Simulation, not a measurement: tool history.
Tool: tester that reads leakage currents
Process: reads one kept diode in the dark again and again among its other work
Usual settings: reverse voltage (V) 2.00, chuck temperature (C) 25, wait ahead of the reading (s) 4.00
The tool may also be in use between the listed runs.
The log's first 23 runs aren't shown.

| run | hour | reverse voltage (V) | chuck temperature (C) | wait ahead of the reading (s) | current that the tester gives (pA) |
|---|---|---|---|---|---|
| 24 | 4033.7 | 11.74 | 54 | 4.00 | 102.54 |
|  | 4230.4 | probe card cleaned and baked |
| 25 | 4238.8 | 11.74 | 54 | 4.00 | 69.99 |
| 26 | 4400.3 | 2.01 | 49 | 2.99 | 22.73 |
| 27 | 4540.6 | 2.00 | 33 | 5.46 | 7.67 |
| 28 | 4700.4 | 2.00 | 33 | 5.46 | 8.03 |
| 29 | 4871.6 | 6.81 | 25 | 4.00 | 12.85 |
| 30 | 5021.4 | 9.74 | 48 | 9.89 | 52.59 |
| 31 | 5154.1 | 9.74 | 48 | 9.89 | 54.72 |
| 32 | 5336.4 | 9.74 | 48 | 9.89 | 57.32 |
| 33 | 5579.5 | 1.36 | 48 | 1.65 | 19.70 |
|  | 5666.0 | chuck's temperature calibrated |
| 34 | 5680.5 | 1.36 | 48 | 1.65 | 21.48 |
| 35 | 5825.4 | 1.36 | 48 | 1.65 | 21.84 |
| 36 | 6021.3 | 1.36 | 48 | 1.65 | 22.02 |
|  | 6194.1 | probe card cleaned and baked |
| 37 | 6236.6 | 1.36 | 48 | 1.65 | 18.30 |
| 38 | 6382.1 | 10.49 | 55 | 0.56 | 77.67 |
| 39 | 6561.5 | 10.49 | 55 | 0.56 | 80.10 |

Forecast each of these 3 alternatives for the next run:
| A | 6707.8 | 6.83 | 24 | 4.00 | ? |
| B | 6707.8 | 10.49 | 34 | 0.56 | ? |
| C | 6707.8 | 10.49 | 54 | 7.14 | ? |

| run | current that the tester gives (pA) |
|---|---|
| A | 11.28 |
| B | 25.68 |
| C | 75.73 |
Without the tool's hidden state the same runs would have given:
| run | current that the tester gives (pA) |
|---|---|
| A | 6.31 |
| B | 18.38 |
| C | 70.72 |

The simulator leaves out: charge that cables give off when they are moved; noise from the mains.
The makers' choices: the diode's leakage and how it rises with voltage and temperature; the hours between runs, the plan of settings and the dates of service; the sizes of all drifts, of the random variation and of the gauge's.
